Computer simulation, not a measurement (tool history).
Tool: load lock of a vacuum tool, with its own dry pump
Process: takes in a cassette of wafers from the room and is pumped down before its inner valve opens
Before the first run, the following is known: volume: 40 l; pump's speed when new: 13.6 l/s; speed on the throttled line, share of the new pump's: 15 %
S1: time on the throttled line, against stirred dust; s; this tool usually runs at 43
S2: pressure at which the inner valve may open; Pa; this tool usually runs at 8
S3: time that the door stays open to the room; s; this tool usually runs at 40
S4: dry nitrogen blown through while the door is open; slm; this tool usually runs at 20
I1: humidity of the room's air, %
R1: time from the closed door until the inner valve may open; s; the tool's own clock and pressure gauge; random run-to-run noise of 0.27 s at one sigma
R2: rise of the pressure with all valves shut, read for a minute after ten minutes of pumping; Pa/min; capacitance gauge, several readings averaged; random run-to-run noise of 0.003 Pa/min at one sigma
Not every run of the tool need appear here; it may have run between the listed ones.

Run 1, day 0: usual settings; I1 44.5. Result: R1 65.4 s, R2 0.073 Pa/min.
Run 2, day 4.25: usual settings but S2 13 Pa; I1 47.2. Result: R1 63.9 s, R2 0.077 Pa/min.
Run 3, day 6.229: usual settings; I1 44. Result: R1 65.1 s, R2 0.077 Pa/min.
Run 4, day 8.4: usual settings; I1 39.7. Result: R1 64.7 s, R2 0.07 Pa/min.
Run 5, day 11.921: usual settings but S1 75 s; I1 46. Result: R1 91.6 s, R2 0.075 Pa/min.
Run 6, day 15.054: usual settings but S1 75 s; I1 44.3. Result: R1 92.4 s, R2 0.077 Pa/min.
Run 7, day 17.812: usual settings but S1 75 s, S2 15 Pa; I1 43.6. Result: R1 89.8 s, R2 0.079 Pa/min.
Run 8, day 20.588: usual settings but S1 75 s, S2 15 Pa; I1 45.1. Result: R1 90.1 s, R2 0.084 Pa/min.
Run 9, day 24.067: usual settings but S1 75 s, S2 15 Pa; I1 44.4. Result: R1 89.7 s, R2 0.079 Pa/min.
Run 10, day 28.179: usual settings but S1 69 s; I1 43.8. Result: R1 86.6 s, R2 0.078 Pa/min.
Run 11, day 29.983: usual settings but S1 69 s; I1 42.6. Result: R1 86.8 s, R2 0.083 Pa/min.
Run 12, day 33.888: usual settings but S4 39 slm; I1 44.2. Result: R1 64.9 s, R2 0.072 Pa/min.
Run 13, day 37.892: usual settings but S1 37 s; I1 44.5. Result: R1 60.4 s, R2 0.08 Pa/min.
Run 14, day 42.071: usual settings but S1 64 s, S2 13 Pa, S3 93 s, S4 8 slm; I1 44.4. Result: R1 81.2 s, R2 0.115 Pa/min.
Run 15, day 45.042: usual settings but S1 51 s, S3 68 s, S4 21 slm; I1 49.1. Result: R1 71.9 s, R2 0.091 Pa/min.
Run 16, day 48.575: usual settings but S1 51 s, S3 68 s, S4 21 slm; I1 44.3. Result: R1 72 s, R2 0.094 Pa/min.
Run 17, day 52.442: usual settings but S1 51 s, S3 68 s, S4 21 slm; I1 44.7. Result: R1 72.3 s, R2 0.093 Pa/min.
Run 18, day 54.879: usual settings but S1 50 s, S3 41 s, S4 21 slm; I1 42.8. Result: R1 71.3 s, R2 0.082 Pa/min.
Run 19, day 59.167: usual settings but S1 35 s, S2 9 Pa; I1 48. Result: R1 58.2 s, R2 0.088 Pa/min.

Expected results for the next run?
Run 20, day 62.629: usual settings but S2 9 Pa, S3 201 s; I1 45. Result: R1 ?, R2 ?.

{"run 20": {"R1": 65, "R2": 0.113}}
The same run, on a tool lacking any hidden state, would have yielded R1 63.9 s, R2 0.044 Pa/min.
